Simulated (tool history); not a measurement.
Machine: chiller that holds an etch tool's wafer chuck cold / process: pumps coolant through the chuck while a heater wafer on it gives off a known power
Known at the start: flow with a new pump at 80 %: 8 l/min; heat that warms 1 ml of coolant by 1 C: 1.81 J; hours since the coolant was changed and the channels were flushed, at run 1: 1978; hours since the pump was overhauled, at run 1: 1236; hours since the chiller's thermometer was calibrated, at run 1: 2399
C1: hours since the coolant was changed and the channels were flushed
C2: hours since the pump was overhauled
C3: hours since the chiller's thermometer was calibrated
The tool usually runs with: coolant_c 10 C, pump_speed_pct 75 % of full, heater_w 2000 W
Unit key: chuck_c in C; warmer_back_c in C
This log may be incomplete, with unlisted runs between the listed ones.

Run 1, hour 0: usual settings; C1 1978; C2 1236; C3 2399. Result: chuck_c 34.2 C, warmer_back_c 9.32 C.
Run 2, hour 74.2: usual settings; C1 2052; C2 1310; C3 2474. Result: chuck_c 34 C, warmer_back_c 9.33 C.
Run 3, hour 121.2: usual settings; C1 2099; C2 1357; C3 2521. Result: chuck_c 34.3 C, warmer_back_c 9.33 C.
Run 4, hour 188.1: usual settings; C1 2166; C2 1424; C3 2588. Result: chuck_c 34.2 C, warmer_back_c 9.31 C.
Run 5, hour 267: usual settings; C1 2245; C2 1503; C3 2666. Result: chuck_c 34.4 C, warmer_back_c 9.33 C.
Run 6, hour 315.9: usual settings; C1 2294; C2 1552; C3 2715. Result: chuck_c 34.4 C, warmer_back_c 9.33 C.
Run 7, hour 387.4: usual settings; C1 2365; C2 1624; C3 2787. Result: chuck_c 34.5 C, warmer_back_c 9.42 C.
Run 8, hour 421.6: usual settings; C1 2400; C2 1658; C3 2821. Result: chuck_c 34.6 C, warmer_back_c 9.41 C.
Run 9, hour 459.9: usual settings; C1 2438; C2 1696; C3 2859. Result: chuck_c 34.9 C, warmer_back_c 9.43 C.
Run 10, hour 537.2: usual settings but pump_speed_pct 86 % of full; C1 2515; C2 1773; C3 2937. Result: chuck_c 31.8 C, warmer_back_c 8.1 C.
Run 11, hour 610.9: usual settings but coolant_c 7 C; C1 2589; C2 1847; C3 3010. Result: chuck_c 31.8 C, warmer_back_c 9.48 C.
Run 12, hour 687.7: usual settings but pump_speed_pct 83 % of full; C1 2666; C2 1924; C3 3087. Result: chuck_c 32.6 C, warmer_back_c 8.42 C.
Run 13, hour 730.3: usual settings but pump_speed_pct 83 % of full; C1 2708; C2 1967; C3 3130. Result: chuck_c 32.6 C, warmer_back_c 8.42 C.
Run 14, hour 763.3: usual settings but coolant_c 3 C; C1 2741; C2 2000; C3 3163. Result: chuck_c 28.2 C, warmer_back_c 9.57 C.
Run 15, hour 817.3: usual settings but coolant_c 3 C; C1 2795; C2 2054; C3 3217. Result: chuck_c 28 C, warmer_back_c 9.49 C.
Run 16, hour 893.4: usual settings; C1 2871; C2 2130; C3 3293. Result: chuck_c 35.3 C, warmer_back_c 9.5 C.
Run 17, hour 940.8: usual settings but heater_w 1134 W; C1 2919; C2 2177; C3 3340. Result: chuck_c 24.6 C, warmer_back_c 5.47 C.
Run 18, hour 992.2: usual settings but heater_w 1134 W; C1 2970; C2 2228; C3 3392. Result: chuck_c 24.9 C, warmer_back_c 5.42 C.
Run 19, hour 1056.6: usual settings but coolant_c 3 C, pump_speed_pct 63 % of full, heater_w 1283 W; C1 3035; C2 2293; C3 3456. Result: chuck_c 22.3 C, warmer_back_c 7.62 C.
Run 20, hour 1130.9: usual settings but coolant_c 3 C, pump_speed_pct 63 % of full, heater_w 1283 W; C1 3109; C2 2367; C3 3530. Result: chuck_c 22.4 C, warmer_back_c 7.56 C.
Run 21, hour 1163.9: usual settings but coolant_c 3 C, pump_speed_pct 61 % of full, heater_w 1502 W; C1 3142; C2 2400; C3 3563. Result: chuck_c 26.6 C, warmer_back_c 9.18 C.
Run 22, hour 1199.9: usual settings but coolant_c 0 C, pump_speed_pct 67 % of full, heater_w 1364 W; C1 3178; C2 2436; C3 3599. Result: chuck_c 19.5 C, warmer_back_c 7.51 C.
Run 23, hour 1247.1: usual settings but coolant_c 0 C, heater_w 1568 W; C1 3225; C2 2483; C3 3647. Result: chuck_c 20.4 C, warmer_back_c 7.6 C.
At hour 1253.7: chiller's thermometer calibrated.
Run 24, hour 1284: usual settings but coolant_c 6 C; C1 3261; C2 2519; C3 30. Result: chuck_c 31 C, warmer_back_c 9.7 C.
Run 25, hour 1318.2: usual settings but coolant_c 12 C, pump_speed_pct 70 % of full, heater_w 2077 W; C1 3295; C2 2553; C3 64. Result: chuck_c 40 C, warmer_back_c 10.9 C.
Run 26, hour 1393.9: usual settings but coolant_c 4 C; C1 3371; C2 2629; C3 140. Result: chuck_c 29.4 C, warmer_back_c 9.71 C.
Run 27, hour 1433.1: usual settings but coolant_c 4 C, pump_speed_pct 69 % of full, heater_w 2334 W; C1 3410; C2 2668; C3 179. Result: chuck_c 35.8 C, warmer_back_c 12.47 C.
Run 28, hour 1490.8: usual settings but coolant_c 4 C, pump_speed_pct 69 % of full, heater_w 2334 W; C1 3468; C2 2726; C3 237. Result: chuck_c 36.2 C, warmer_back_c 12.44 C.
Run 29, hour 1567.2: usual settings but coolant_c 4 C, pump_speed_pct 95 % of full, heater_w 1325 W; C1 3544; C2 2802; C3 313. Result: chuck_c 17.7 C, warmer_back_c 4.89 C.
Run 30, hour 1640.9: usual settings but coolant_c 9 C, pump_speed_pct 86 % of full, heater_w 1325 W; C1 3618; C2 2876; C3 387. Result: chuck_c 23.9 C, warmer_back_c 5.57 C.
Run 31, hour 1673.5: usual settings but coolant_c 9 C, pump_speed_pct 86 % of full, heater_w 1199 W; C1 3651; C2 2909; C3 420. Result: chuck_c 22.7 C, warmer_back_c 4.97 C.
Run 32, hour 1737.8: usual settings but coolant_c 16 C, pump_speed_pct 73 % of full, heater_w 1637 W; C1 3715; C2 2973; C3 484. Result: chuck_c 37.6 C, warmer_back_c 8.32 C.
Run 33, hour 1789.5: usual settings but coolant_c 17 C, pump_speed_pct 74 % of full, heater_w 2046 W; C1 3767; C2 3025; C3 536. Result: chuck_c 43.7 C, warmer_back_c 10.18 C.

Below are 3 alternative next runs, each starting from the tool's condition after run 33. Predict each:
Run A, hour 1848.2: usual settings but coolant_c 17 C, pump_speed_pct 62 % of full, heater_w 2046 W; C1 3825; C2 3083; C3 594. Result: chuck_c ?, warmer_back_c ?.
Run B, hour 1848.2: usual settings but pump_speed_pct 71 % of full, heater_w 1288 W; C1 3825; C2 3083; C3 594. Result: chuck_c ?, warmer_back_c ?.
Run C, hour 1848.2: usual settings but coolant_c 1 C, pump_speed_pct 74 % of full, heater_w 1256 W; C1 3825; C2 3083; C3 594. Result: chuck_c ?, warmer_back_c ?.

run  chuck_c  warmer_back_c
  A     48.7          12.57
  B     27.6           6.73
  C     17.6           6.32
With the hidden condition removed and each run's random variation left untouched, the same runs would have given:
run  chuck_c  warmer_back_c
  A     44.1          11.35
  B       25           6.07
  C     15.1           5.71
